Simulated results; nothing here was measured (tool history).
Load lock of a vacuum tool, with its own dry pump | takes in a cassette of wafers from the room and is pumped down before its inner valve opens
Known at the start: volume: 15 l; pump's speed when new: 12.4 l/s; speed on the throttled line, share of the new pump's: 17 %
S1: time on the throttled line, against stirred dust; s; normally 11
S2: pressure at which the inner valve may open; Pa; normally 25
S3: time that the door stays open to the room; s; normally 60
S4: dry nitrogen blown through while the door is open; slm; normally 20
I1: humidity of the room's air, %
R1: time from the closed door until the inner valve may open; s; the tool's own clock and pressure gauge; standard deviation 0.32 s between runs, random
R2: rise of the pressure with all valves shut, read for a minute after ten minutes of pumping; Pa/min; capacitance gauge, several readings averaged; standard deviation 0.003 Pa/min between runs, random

run 1 day=0.000 | S1=11 S2=25 S3=60 S4=20 | I1=46.5 | R1=19.5 R2=0.078
run 2 day=7.408 | S1=11 S2=25 S3=60 S4=20 | I1=44.0 | R1=20.5 R2=0.077
run 3 day=15.550 | S1=11 S2=25 S3=60 S4=20 | I1=45.0 | R1=19.8 R2=0.085
run 4 day=26.846 | S1=11 S2=25 S3=60 S4=20 | I1=42.8 | R1=19.7 R2=0.092
run 5 day=33.983 | S1=11 S2=25 S3=60 S4=20 | I1=46.9 | R1=19.7 R2=0.088
run 6 day=42.929 | S1=21 S2=25 S3=60 S4=20 | I1=46.4 | R1=28.4 R2=0.101
run 7 day=53.196 | S1=21 S2=25 S3=60 S4=20 | I1=44.5 | R1=28.1 R2=0.103
run 8 day=64.942 | S1=11 S2=49 S3=60 S4=20 | I1=46.4 | R1=18.8 R2=0.113
run 9 day=81.621 | S1=11 S2=49 S3=60 S4=20 | I1=45.9 | R1=18.8 R2=0.132
run 10 day=95.596 | S1=11 S2=49 S3=60 S4=20 | I1=41.0 | R1=18.8 R2=0.143
run 11 day=104.250 | S1=11 S2=25 S3=43 S4=20 | I1=44.3 | R1=20.0 R2=0.143
run 12 day=119.612 | S1=11 S2=25 S3=43 S4=20 | I1=46.4 | R1=19.8 R2=0.165
run 13 day=131.246 | S1=11 S2=25 S3=60 S4=5 | I1=45.7 | R1=20.2 R2=0.182
run 14 day=148.325 | S1=11 S2=44 S3=60 S4=5 | I1=43.4 | R1=19.7 R2=0.195
run 15 day=165.854 | S1=11 S2=44 S3=60 S4=5 | I1=40.8 | R1=19.0 R2=0.210
run 16 day=182.338 | S1=11 S2=44 S3=60 S4=5 | I1=46.0 | R1=19.2 R2=0.230
run 17 day=192.371 | S1=11 S2=44 S3=60 S4=5 | I1=43.0 | R1=19.4 R2=0.237
run 18 day=204.683 | S1=11 S2=44 S3=60 S4=14 | I1=45.5 | R1=19.5 R2=0.247
run 19 day=222.217 | S1=11 S2=25 S3=60 S4=20 | I1=39.5 | R1=20.5 R2=0.262
run 20 day=232.221 | S1=8 S2=25 S3=94 S4=9 | I1=42.4 | R1=18.0 R2=0.296
run 21 day=245.562 | S1=8 S2=25 S3=94 S4=9 | I1=44.7 | R1=17.5 R2=0.322
run 22 day=254.012 | S1=8 S2=25 S3=94 S4=9 | I1=42.5 | R1=18.4 R2=0.322
run 23 day=267.979 | S1=7 S2=25 S3=34 S4=20 | I1=46.3 | R1=17.5 R2=0.314
run 24 day=282.588 | S1=13 S2=25 S3=60 S4=15 | I1=44.8 | R1=21.6 R2=0.351
run 25 day=295.542 | S1=7 S2=25 S3=46 S4=7 | I1=46.4 | R1=17.9 R2=0.360
run 26 day=305.792 | S1=15 S2=23 S3=60 S4=20 | I1=48.2 | R1=24.2 R2=0.386
run 27 day=314.704 | S1=11 S2=43 S3=60 S4=20 | I1=41.1 | R1=20.5 R2=0.394
run 28 day=324.471 | S1=11 S2=43 S3=60 S4=20 | I1=43.2 | R1=19.8 R2=0.410
run 29 day=335.004 | S1=11 S2=19 S3=60 S4=5 | I1=47.1 | R1=21.0 R2=0.443
run 30 day=350.779 | S1=10 S2=35 S3=55 S4=15 | I1=45.4 | R1=20.0 R2=0.457
run 31 day=360.054 | S1=14 S2=44 S3=196 S4=44 | I1=47.3 | R1=22.2 R2=0.480
run 32 day=368.300 | S1=6 S2=48 S3=60 S4=10 | I1=45.2 | R1=16.3 R2=0.495
run 33 day=377.554 | S1=11 S2=34 S3=185 S4=18 | I1=48.1 | R1=20.4 R2=0.534
run 34 day=392.725 | S1=13 S2=34 S3=185 S4=30 | I1=46.9 | R1=21.8 R2=0.545
run 35 day=401.450 | S1=13 S2=34 S3=185 S4=30 | I1=47.5 | R1=22.2 R2=0.564
run 36 day=418.850 | S1=13 S2=34 S3=218 S4=29 | I1=42.1 | R1=22.3 R2=0.604
-- day=426.700 door's seal changed, seat wiped
run 37 day=436.442 | S1=12 S2=25 S3=60 S4=20 | I1=44.1 | R1=22.3 R2=0.044
run 38 day=453.771 | S1=12 S2=25 S3=60 S4=20 | I1=42.4 | R1=22.2 R2=0.050

Predict each of these 3 candidate next runs independently; none follows another, all start after run 38:
run A day=461.629 | S1=12 S2=19 S3=60 S4=20 | I1=45.1 | R1=? R2=?
run B day=461.629 | S1=14 S2=44 S3=57 S4=20 | I1=45.4 | R1=? R2=?
run C day=461.629 | S1=22 S2=25 S3=46 S4=13 | I1=46.8 | R1=? R2=?

run=A R1=22.2 R2=0.059
run=B R1=22.8 R2=0.055
run=C R1=29.8 R2=0.054
Stripped of hidden state, with their random variation kept, the same runs would have yielded:
run=A R1=20.1 R2=0.042
run=B R1=21.1 R2=0.038
run=C R1=28.3 R2=0.037
